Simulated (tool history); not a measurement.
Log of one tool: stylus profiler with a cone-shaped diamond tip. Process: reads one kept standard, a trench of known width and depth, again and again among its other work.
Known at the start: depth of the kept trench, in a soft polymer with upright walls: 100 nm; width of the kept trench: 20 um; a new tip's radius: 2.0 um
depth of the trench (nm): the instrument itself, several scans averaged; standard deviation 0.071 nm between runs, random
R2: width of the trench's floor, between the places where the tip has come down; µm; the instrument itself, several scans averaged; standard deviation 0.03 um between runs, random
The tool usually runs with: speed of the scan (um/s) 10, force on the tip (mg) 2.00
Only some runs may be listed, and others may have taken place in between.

{"run": 1, "hour": 0.0, "speed of the scan (um/s)": 10, "force on the tip (mg)": 2.0, "depth of the trench (nm)": 101.16, "R2": 17.91}
{"run": 2, "hour": 84.7, "speed of the scan (um/s)": 10, "force on the tip (mg)": 2.0, "depth of the trench (nm)": 101.15, "R2": 17.82}
{"run": 3, "hour": 174.7, "speed of the scan (um/s)": 10, "force on the tip (mg)": 1.22, "depth of the trench (nm)": 100.95, "R2": 17.8}
{"run": 4, "hour": 259.9, "speed of the scan (um/s)": 10, "force on the tip (mg)": 1.34, "depth of the trench (nm)": 101.1, "R2": 17.78}
{"run": 5, "hour": 331.9, "speed of the scan (um/s)": 10, "force on the tip (mg)": 3.7, "depth of the trench (nm)": 101.56, "R2": 17.75}
{"run": 6, "hour": 374.8, "speed of the scan (um/s)": 10, "force on the tip (mg)": 2.0, "depth of the trench (nm)": 101.28, "R2": 17.68}
{"run": 7, "hour": 419.4, "speed of the scan (um/s)": 10, "force on the tip (mg)": 2.0, "depth of the trench (nm)": 101.13, "R2": 17.74}
{"run": 8, "hour": 456.5, "speed of the scan (um/s)": 5, "force on the tip (mg)": 2.07, "depth of the trench (nm)": 101.22, "R2": 17.73}
{"hour": 464.5, "done": "height scale calibrated on a step standard"}
{"run": 9, "hour": 496.2, "speed of the scan (um/s)": 8, "force on the tip (mg)": 4.93, "depth of the trench (nm)": 101.25, "R2": 17.75}
{"run": 10, "hour": 546.5, "speed of the scan (um/s)": 8, "force on the tip (mg)": 4.93, "depth of the trench (nm)": 101.28, "R2": 17.72}
{"run": 11, "hour": 613.1, "speed of the scan (um/s)": 8, "force on the tip (mg)": 4.93, "depth of the trench (nm)": 101.24, "R2": 17.65}

Some steps in depth of the trench (nm) between neighbouring runs. How much of each would the tool show without its hidden state too (settings, what came in, random variation), and how much is left for the hidden state, with any gauge scatter that isn't in both results?
Hidden state present: radius of the tip, um; height scale over the true one, %; drift of the gauge itself on depth_nm, %; drift of the gauge itself on floor_um, %.
Run 4 -> 5: force on the tip (mg) 1.34 -> 3.70. depth of the trench (nm) +0.46: hidden state +0.03, all else +0.43.
Run 8 -> 9: speed of the scan (um/s) 5 -> 8, force on the tip (mg) 2.07 -> 4.93, height scale calibrated on a step standard. depth of the trench (nm) +0.03: hidden state -0.56, all else +0.59.
